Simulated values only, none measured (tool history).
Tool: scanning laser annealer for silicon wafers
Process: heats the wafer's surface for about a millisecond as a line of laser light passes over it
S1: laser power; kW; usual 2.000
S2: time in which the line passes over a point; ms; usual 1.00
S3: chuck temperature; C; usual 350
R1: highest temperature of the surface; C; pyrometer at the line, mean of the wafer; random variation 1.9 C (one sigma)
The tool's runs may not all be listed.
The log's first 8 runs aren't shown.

| run | hour | S1 | S2 | S3 | R1 |
|---|---|---|---|---|---|
| 9 | 52.5 | 2.000 | 1.06 | 350 | 1157 |
| 10 | 57.6 | 2.000 | 1.00 | 350 | 1131 |
| 11 | 65.7 | 2.180 | 1.00 | 350 | 1217 |
| 12 | 74.6 | 2.180 | 1.00 | 350 | 1218 |
| 13 | 79.0 | 2.180 | 1.00 | 350 | 1214 |
| 14 | 87.1 | 2.180 | 1.00 | 350 | 1212 |
| 15 | 96.1 | 2.180 | 1.00 | 350 | 1213 |
|  | 99.0 | window over the wafer cleaned |
| 16 | 102.1 | 2.000 | 1.02 | 350 | 1138 |
| 17 | 107.6 | 2.000 | 1.00 | 350 | 1126 |
| 18 | 111.4 | 2.000 | 1.00 | 350 | 1125 |
| 19 | 119.5 | 2.000 | 1.00 | 350 | 1123 |
| 20 | 126.7 | 2.000 | 1.00 | 350 | 1125 |
| 21 | 131.1 | 2.004 | 0.94 | 350 | 1100 |
|  | 134.4 | window over the wafer cleaned, once more |
| 22 | 138.0 | 1.832 | 0.94 | 345 | 1044 |
| 23 | 144.2 | 1.980 | 0.86 | 338 | 1065 |
| 24 | 150.5 | 1.733 | 1.23 | 350 | 1102 |

Forecast run 25:
| 25 | 156.5 | 2.000 | 1.25 | 325 | ? |

{"run 25": {"R1": 1229}}
Without the tool's hidden state the same run would have given R1 1247 C.

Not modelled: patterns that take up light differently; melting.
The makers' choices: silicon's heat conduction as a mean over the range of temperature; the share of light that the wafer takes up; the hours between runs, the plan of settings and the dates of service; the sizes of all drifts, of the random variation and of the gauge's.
